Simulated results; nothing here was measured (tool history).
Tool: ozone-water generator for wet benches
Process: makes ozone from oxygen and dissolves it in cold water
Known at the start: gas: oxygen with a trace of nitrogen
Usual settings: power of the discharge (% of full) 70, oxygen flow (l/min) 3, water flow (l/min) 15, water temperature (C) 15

run	hour	power of the discharge (% of full)	oxygen flow (l/min)	water flow (l/min)	water temperature (C)	dissolved ozone (ppm)	ozone in the gas ahead of the water (g/m3)
1	0	70	3	15	15	24.9	270.5
2	90.9	80	3	15	15	27.8	298.9
3	147.4	70	3	15	15	24.7	270.9
4	199.9	70	3	15	15	24.7	273.8
5	297.6	70	3	10	15	35.3	268.8
6	366.1	75	3	15	15	25.9	285.8
7	468.9	44	3	15	15	16.9	188.3
8	552.1	70	3	22	15	16.8	268.5
9	612	88	1.92	10	8	44.7	408.1
10	655.4	70	2.12	15	15	23.8	323.8
11	753.1	70	2.03	11	10	33.7	330
12	802.5	41	2.03	11	15	21.4	222.4
13	860.8	74	1.73	10	16	35.3	377.5

Not shown: 2 entries that the log had between the listed runs. Between which runs, and how does the tool's hidden state differ before and after?
Between runs 6 and 7: contactor cleaned (hour 379.3)
  yield of the discharge, % of new electrodes': 96.9 -> 96.6; contactor's efficiency, % of a clean one's: 95.1 -> 91.7
  measured less the result without the state, dissolved ozone (ppm): -1.6 -> -1.2; ozone in the gas ahead of the water (g/m3): -9.7 -> -4.2
Between runs 7 and 8: contactor cleaned, once more (hour 535.4)
  yield of the discharge, % of new electrodes': 96.6 -> 96.5; contactor's efficiency, % of a clean one's: 91.7 -> 98.3; true water temperature over the reading, C: 0.26 -> 0.27
  measured less the result without the state, dissolved ozone (ppm): -1.2 -> -0.8; ozone in the gas ahead of the water (g/m3): -4.2 -> -9.8

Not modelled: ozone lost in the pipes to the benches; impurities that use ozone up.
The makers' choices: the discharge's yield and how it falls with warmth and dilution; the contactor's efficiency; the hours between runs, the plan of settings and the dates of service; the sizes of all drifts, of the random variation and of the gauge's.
